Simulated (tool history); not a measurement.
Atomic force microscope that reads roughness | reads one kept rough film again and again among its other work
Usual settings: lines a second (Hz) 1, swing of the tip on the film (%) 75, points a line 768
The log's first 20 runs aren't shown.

| run | hour | lines a second (Hz) | swing of the tip on the film (%) | points a line | roughness of the kept film (nm (root mean square)) |
|---|---|---|---|---|---|
| 21 | 289.2 | 2.88 | 75 | 768 | 1.032 |
| 22 | 303.9 | 2.88 | 75 | 768 | 1.033 |
| 23 | 323.3 | 0.81 | 75 | 969 | 1.104 |
| 24 | 339.8 | 0.81 | 75 | 969 | 1.111 |
| 25 | 357.7 | 1.15 | 75 | 768 | 1.095 |
| 26 | 374.7 | 0.55 | 75 | 768 | 1.112 |
| 27 | 389.5 | 2.66 | 88 | 768 | 0.956 |
| 28 | 401.8 | 0.89 | 75 | 601 | 1.11 |
| 29 | 422.1 | 0.89 | 86 | 446 | 1.081 |
| 30 | 433.1 | 0.89 | 86 | 446 | 1.083 |
| 31 | 451.3 | 1 | 68 | 768 | 1.114 |
| 32 | 466.8 | 1 | 68 | 768 | 1.113 |
| 33 | 482.4 | 1 | 68 | 768 | 1.113 |
| 34 | 501.2 | 0.8 | 65 | 811 | 1.12 |
|  | 504.4 | new tip fitted |
| 35 | 515.8 | 0.94 | 75 | 989 | 1.108 |
| 36 | 534.2 | 0.94 | 75 | 755 | 1.102 |
| 37 | 546.3 | 1.42 | 59 | 755 | 1.122 |
| 38 | 566.7 | 1.42 | 59 | 755 | 1.12 |
| 39 | 579.4 | 1.89 | 77 | 515 | 1.057 |
| 40 | 596.4 | 1.89 | 77 | 515 | 1.056 |
| 41 | 606.4 | 1.89 | 75 | 443 | 1.066 |
| 42 | 628.6 | 1.82 | 75 | 903 | 1.067 |
| 43 | 647.3 | 3.42 | 75 | 400 | 1.009 |

4 ways to go on from here, each from the tool as it stands after run 43. What would each give?
| A | 666.9 | 0.7 | 75 | 400 | ? |
| B | 666.9 | 1.06 | 81 | 316 | ? |
| C | 666.9 | 0.75 | 61 | 778 | ? |
| D | 666.9 | 1 | 75 | 338 | ? |

| run | roughness of the kept film (nm (root mean square)) |
|---|---|
| A | 1.111 |
| B | 1.075 |
| C | 1.127 |
| D | 1.101 |
Without the tool's hidden state the same runs would have given:
| run | roughness of the kept film (nm (root mean square)) |
|---|---|
| A | 1.112 |
| B | 1.076 |
| C | 1.128 |
| D | 1.102 |
